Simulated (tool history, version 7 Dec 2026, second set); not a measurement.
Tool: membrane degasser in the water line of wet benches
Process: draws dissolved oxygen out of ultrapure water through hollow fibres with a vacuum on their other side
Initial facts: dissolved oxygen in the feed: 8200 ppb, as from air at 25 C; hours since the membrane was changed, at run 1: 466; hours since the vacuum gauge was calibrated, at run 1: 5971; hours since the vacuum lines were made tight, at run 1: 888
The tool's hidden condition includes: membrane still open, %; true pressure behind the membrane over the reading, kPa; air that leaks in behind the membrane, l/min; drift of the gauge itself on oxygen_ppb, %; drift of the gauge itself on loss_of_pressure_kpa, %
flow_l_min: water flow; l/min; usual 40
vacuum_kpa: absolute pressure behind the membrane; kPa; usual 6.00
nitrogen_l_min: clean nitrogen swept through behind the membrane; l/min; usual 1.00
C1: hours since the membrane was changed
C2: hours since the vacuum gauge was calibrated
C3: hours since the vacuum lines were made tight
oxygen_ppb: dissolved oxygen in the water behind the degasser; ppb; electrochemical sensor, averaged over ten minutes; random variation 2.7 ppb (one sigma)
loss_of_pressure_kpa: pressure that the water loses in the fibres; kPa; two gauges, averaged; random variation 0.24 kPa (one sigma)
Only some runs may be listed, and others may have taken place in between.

{"run": 1, "hour": 0.0, "flow_l_min": 40, "vacuum_kpa": 6.0, "nitrogen_l_min": 1.0, "C1": 466, "C2": 5971, "C3": 888, "oxygen_ppb": 290.3, "loss_of_pressure_kpa": 64.31}
{"run": 2, "hour": 68.7, "flow_l_min": 40, "vacuum_kpa": 14.72, "nitrogen_l_min": 1.0, "C1": 535, "C2": 6040, "C3": 957, "oxygen_ppb": 904.2, "loss_of_pressure_kpa": 64.58}
{"run": 3, "hour": 132.3, "flow_l_min": 40, "vacuum_kpa": 8.33, "nitrogen_l_min": 1.0, "C1": 598, "C2": 6104, "C3": 1020, "oxygen_ppb": 455.0, "loss_of_pressure_kpa": 64.71}
{"run": 4, "hour": 182.1, "flow_l_min": 40, "vacuum_kpa": 8.33, "nitrogen_l_min": 1.0, "C1": 648, "C2": 6153, "C3": 1070, "oxygen_ppb": 461.9, "loss_of_pressure_kpa": 64.42}
{"run": 5, "hour": 233.9, "flow_l_min": 40, "vacuum_kpa": 8.33, "nitrogen_l_min": 1.0, "C1": 700, "C2": 6205, "C3": 1122, "oxygen_ppb": 453.0, "loss_of_pressure_kpa": 64.49}
{"run": 6, "hour": 272.8, "flow_l_min": 40, "vacuum_kpa": 8.33, "nitrogen_l_min": 1.0, "C1": 739, "C2": 6244, "C3": 1161, "oxygen_ppb": 456.2, "loss_of_pressure_kpa": 64.38}
{"run": 7, "hour": 344.1, "flow_l_min": 40, "vacuum_kpa": 7.16, "nitrogen_l_min": 1.0, "C1": 810, "C2": 6316, "C3": 1232, "oxygen_ppb": 373.0, "loss_of_pressure_kpa": 64.6}
{"run": 8, "hour": 415.1, "flow_l_min": 32, "vacuum_kpa": 4.31, "nitrogen_l_min": 1.0, "C1": 881, "C2": 6387, "C3": 1303, "oxygen_ppb": 126.7, "loss_of_pressure_kpa": 51.83}
{"run": 9, "hour": 490.6, "flow_l_min": 40, "vacuum_kpa": 4.31, "nitrogen_l_min": 1.61, "C1": 957, "C2": 6462, "C3": 1379, "oxygen_ppb": 127.5, "loss_of_pressure_kpa": 64.75}
{"run": 10, "hour": 533.6, "flow_l_min": 40, "vacuum_kpa": 5.97, "nitrogen_l_min": 2.18, "C1": 1000, "C2": 6505, "C3": 1422, "oxygen_ppb": 178.6, "loss_of_pressure_kpa": 64.48}
{"run": 11, "hour": 607.8, "flow_l_min": 52, "vacuum_kpa": 5.63, "nitrogen_l_min": 0.56, "C1": 1074, "C2": 6579, "C3": 1496, "oxygen_ppb": 451.6, "loss_of_pressure_kpa": 84.59}
{"run": 12, "hour": 649.3, "flow_l_min": 24, "vacuum_kpa": 6.0, "nitrogen_l_min": 0.49, "C1": 1115, "C2": 6621, "C3": 1537, "oxygen_ppb": 303.1, "loss_of_pressure_kpa": 38.49}
{"run": 13, "hour": 724.5, "flow_l_min": 44, "vacuum_kpa": 12.06, "nitrogen_l_min": 0.94, "C1": 1190, "C2": 6696, "C3": 1612, "oxygen_ppb": 817.9, "loss_of_pressure_kpa": 70.93}
{"run": 14, "hour": 789.5, "flow_l_min": 31, "vacuum_kpa": 3.61, "nitrogen_l_min": 1.25, "C1": 1255, "C2": 6761, "C3": 1677, "oxygen_ppb": 71.7, "loss_of_pressure_kpa": 50.27}

Results per run with the tool's hidden condition removed, run-to-run variation unchanged:
run=1 oxygen_ppb=273.5 loss_of_pressure_kpa=64.16
run=2 oxygen_ppb=889.3 loss_of_pressure_kpa=64.41
run=3 oxygen_ppb=438.7 loss_of_pressure_kpa=64.51
run=4 oxygen_ppb=445.1 loss_of_pressure_kpa=64.20
run=5 oxygen_ppb=436.3 loss_of_pressure_kpa=64.26
run=6 oxygen_ppb=439.3 loss_of_pressure_kpa=64.14
run=7 oxygen_ppb=355.5 loss_of_pressure_kpa=64.32
run=8 oxygen_ppb=111.1 loss_of_pressure_kpa=51.59
run=9 oxygen_ppb=114.0 loss_of_pressure_kpa=64.43
run=10 oxygen_ppb=167.9 loss_of_pressure_kpa=64.14
run=11 oxygen_ppb=418.7 loss_of_pressure_kpa=84.11
run=12 oxygen_ppb=281.4 loss_of_pressure_kpa=38.26
run=13 oxygen_ppb=798.2 loss_of_pressure_kpa=70.48
run=14 oxygen_ppb=57.7 loss_of_pressure_kpa=49.94

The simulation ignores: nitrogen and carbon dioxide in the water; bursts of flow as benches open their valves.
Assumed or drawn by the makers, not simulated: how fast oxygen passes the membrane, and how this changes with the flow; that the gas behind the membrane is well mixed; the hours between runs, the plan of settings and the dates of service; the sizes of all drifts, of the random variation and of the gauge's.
